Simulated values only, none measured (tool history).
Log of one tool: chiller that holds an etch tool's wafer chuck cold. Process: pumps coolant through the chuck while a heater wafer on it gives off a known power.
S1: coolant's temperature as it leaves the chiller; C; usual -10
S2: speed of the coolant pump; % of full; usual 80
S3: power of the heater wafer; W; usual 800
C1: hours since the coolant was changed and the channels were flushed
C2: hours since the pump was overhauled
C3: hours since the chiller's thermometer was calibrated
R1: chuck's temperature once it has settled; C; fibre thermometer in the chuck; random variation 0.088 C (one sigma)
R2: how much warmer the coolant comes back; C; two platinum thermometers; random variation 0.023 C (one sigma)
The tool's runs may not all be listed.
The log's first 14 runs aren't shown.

Run 15, hour 308.7: usual settings; C1 6270; C2 975; C3 989. Result: R1 -3.61 C, R2 1.81 C.
Run 16, hour 331.2: usual settings; C1 6293; C2 998; C3 1011. Result: R1 -3.75 C, R2 1.83 C.
Run 17, hour 353.8: usual settings but S2 89 % of full, S3 1131 W; C1 6315; C2 1020; C3 1034. Result: R1 -1.86 C, R2 2.28 C.
Run 18, hour 384.2: usual settings but S1 -8 C, S2 99 % of full, S3 1127 W; C1 6346; C2 1051; C3 1064. Result: R1 -0.46 C, R2 2.05 C.
Run 19, hour 406.7: usual settings but S1 -8 C, S2 99 % of full, S3 1127 W; C1 6368; C2 1073; C3 1087. Result: R1 -0.70 C, R2 2.07 C.
Run 20, hour 435.3: usual settings but S1 -8 C, S2 99 % of full, S3 1127 W; C1 6397; C2 1102; C3 1115. Result: R1 -0.47 C, R2 2.01 C.
Run 21, hour 452.9: usual settings but S1 -8 C, S2 99 % of full, S3 1127 W; C1 6414; C2 1119; C3 1133. Result: R1 -0.58 C, R2 2.02 C.
Run 22, hour 476.6: usual settings but S1 -8 C, S2 99 % of full, S3 1127 W; C1 6438; C2 1143; C3 1157. Result: R1 -0.58 C, R2 2.07 C.
Run 23, hour 498.8: usual settings but S1 -2 C, S2 92 % of full, S3 648 W; C1 6460; C2 1165; C3 1179. Result: R1 2.47 C, R2 1.23 C.
Run 24, hour 511.4: usual settings but S1 -2 C, S2 92 % of full, S3 648 W; C1 6473; C2 1178; C3 1192. Result: R1 2.71 C, R2 1.26 C.
Run 25, hour 538.9: usual settings but S1 -2 C, S2 92 % of full, S3 648 W; C1 6500; C2 1205; C3 1219. Result: R1 2.71 C, R2 1.23 C.
Run 26, hour 556.3: usual settings but S2 65 % of full, S3 788 W; C1 6518; C2 1223; C3 1236. Result: R1 -2.66 C, R2 2.20 C.
Run 27, hour 582.1: usual settings but S1 -4 C, S2 97 % of full, S3 973 W; C1 6544; C2 1249; C3 1262. Result: R1 2.65 C, R2 1.83 C.
Run 28, hour 602.0: usual settings but S1 -4 C, S2 97 % of full, S3 973 W; C1 6564; C2 1269; C3 1282. Result: R1 2.60 C, R2 1.79 C.
Run 29, hour 625.8: usual settings but S1 -6 C, S2 68 % of full, S3 848 W; C1 6587; C2 1292; C3 1306. Result: R1 1.57 C, R2 2.30 C.
Run 30, hour 641.6: usual settings but S1 -16 C, S2 76 % of full, S3 1003 W; C1 6603; C2 1308; C3 1322. Result: R1 -7.53 C, R2 2.40 C.
Run 31, hour 665.0: usual settings but S1 -5 C, S3 591 W; C1 6626; C2 1331; C3 1345. Result: R1 -0.11 C, R2 1.29 C.

4 ways to go on from here, each from the tool as it stands after run 31. What would each give?
Run A, hour 692.9: usual settings but S2 89 % of full, S3 591 W; C1 6654; C2 1359; C3 1373. Result: R1 ?, R2 ?.
Run B, hour 692.9: usual settings but S1 -13 C, S2 71 % of full, S3 468 W; C1 6654; C2 1359; C3 1373. Result: R1 ?, R2 ?.
Run C, hour 692.9: usual settings but S1 -5 C; C1 6654; C2 1359; C3 1373. Result: R1 ?, R2 ?.
Run D, hour 692.9: usual settings but S1 -12 C, S2 99 % of full, S3 591 W; C1 6654; C2 1359; C3 1373. Result: R1 ?, R2 ?.

run     R1    R2
  A  -5.45  1.17
  B  -8.87  1.18
  C   1.62  1.83
  D  -7.95  1.11
Without the tool's hidden state the same runs would have given:
run     R1    R2
  A  -5.84  1.17
  B  -9.26  1.18
  C   1.23  1.83
  D  -8.34  1.11

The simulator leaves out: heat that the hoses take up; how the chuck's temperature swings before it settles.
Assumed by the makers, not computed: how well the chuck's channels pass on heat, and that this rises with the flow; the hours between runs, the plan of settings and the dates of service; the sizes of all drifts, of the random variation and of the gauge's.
